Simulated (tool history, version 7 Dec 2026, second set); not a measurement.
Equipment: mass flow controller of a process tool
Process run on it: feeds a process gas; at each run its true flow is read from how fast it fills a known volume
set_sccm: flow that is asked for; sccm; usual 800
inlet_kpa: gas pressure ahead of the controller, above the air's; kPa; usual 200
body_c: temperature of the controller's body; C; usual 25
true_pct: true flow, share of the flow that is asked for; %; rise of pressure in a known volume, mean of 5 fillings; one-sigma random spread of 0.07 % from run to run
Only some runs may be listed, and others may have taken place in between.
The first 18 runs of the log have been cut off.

run	day	set_sccm	inlet_kpa	body_c	true_pct
19	175.896	800	275	25	99.78
20	183.067	800	275	25	99.66
21	192.171	800	200	25	100.04
22	203.612	800	200	22	100.07
23	211.321	800	200	22	100.03
24	220.058	278	223	23	98.24
25	231.475	278	223	23	98.25
26	245.138	278	204	27	98.55
27	256.525	217	158	28	98.61
28	269.083	800	145	25	100.65
29	275.5	848	277	23	100.14
30	288.988	848	277	23	100.26
31	301.929	848	277	23	100.27
32	309.358	817	237	27	100.57
33	321.171	386	157	27	99.25
34	333.317	101	146	25	98.46
35	345.596	800	174	36	101.26
36	359.008	719	174	36	101.1
37	370.762	266	173	40	99.82
# day 371.817: gauge calibrated
38	381.967	266	276	40	97.83
39	388.008	266	276	40	97.83
40	396.975	848	276	34	99.64
41	408.904	848	276	34	99.76
42	421.979	800	162	33	99.98
43	433.642	879	277	21	99.31

Here are 4 independent what-if runs from the current tool condition. What would each one return?
A	443.746	800	269	32	?
B	443.746	879	277	34	?
C	443.746	800	275	27	?
D	443.746	120	272	27	?

run	true_pct
A	99.56
B	99.92
C	99.29
D	97.18
With the hidden condition removed and each run's random variation left untouched, the same runs would have given:
run	true_pct
A	99.27
B	99.63
C	99.01
D	96.88
